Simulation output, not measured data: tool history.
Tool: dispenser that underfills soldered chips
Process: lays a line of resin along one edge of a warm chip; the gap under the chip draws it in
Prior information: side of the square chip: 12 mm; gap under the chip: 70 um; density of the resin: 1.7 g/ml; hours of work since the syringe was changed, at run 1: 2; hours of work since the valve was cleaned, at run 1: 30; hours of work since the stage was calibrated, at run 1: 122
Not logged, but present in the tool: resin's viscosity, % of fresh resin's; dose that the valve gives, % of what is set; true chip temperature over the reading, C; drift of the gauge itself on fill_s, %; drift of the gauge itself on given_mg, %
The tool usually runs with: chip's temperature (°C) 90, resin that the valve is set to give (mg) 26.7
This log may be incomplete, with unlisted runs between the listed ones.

run,hour,chip's temperature (°C),resin that the valve is set to give (mg),hours of work since the syringe was changed,hours of work since the valve was cleaned,hours of work since the stage was calibrated,time until the resin shows at the far edge (s),resin that the valve gave (mg)
1,0,90,26.7,2,30,122,150.3,26.09
2,9.7,90,23.3,8,36,128,259.4,22.85
# hour 16.8: new syringe of resin
3,22.7,90,23.3,4,44,136,186.1,22.8
4,34.6,90,23.3,11,51,143,349.1,22.71
# hour 36.8: new syringe of resin
5,47.5,90,23.3,7,59,151,241.6,22.53
# hour 56: new syringe of resin
6,56,87,23.3,0,64,156,149.1,22.6
7,68.4,101,26.7,8,71,163,178.4,25.77
# hour 75.9: new syringe of resin
8,76.4,90,27.5,0,76,168,135.3,26.41
9,90.2,90,27.5,9,85,177,279.6,26.38
# hour 95: new syringe of resin
# hour 100.5: dispensing valve cleaned and set on the balance
10,101.3,90,27.5,3,0,182,173.7,27.48
11,110.5,87,26.7,9,6,188,316.2,26.58
# hour 115.4: new syringe of resin
12,120.3,96,26.7,3,12,194,141.2,26.5

What does the tool deliver on the next run?
13,132.6,83,26.7,10,19,201,?,?

{"run 13": {"time until the resin shows at the far edge (s)": 417.2, "resin that the valve gave (mg)": 26.72}}
Were there no unlogged condition in the tool, this run, its random variation unchanged, would have produced time until the resin shows at the far edge (s) 160.3, resin that the valve gave (mg) 27.01.

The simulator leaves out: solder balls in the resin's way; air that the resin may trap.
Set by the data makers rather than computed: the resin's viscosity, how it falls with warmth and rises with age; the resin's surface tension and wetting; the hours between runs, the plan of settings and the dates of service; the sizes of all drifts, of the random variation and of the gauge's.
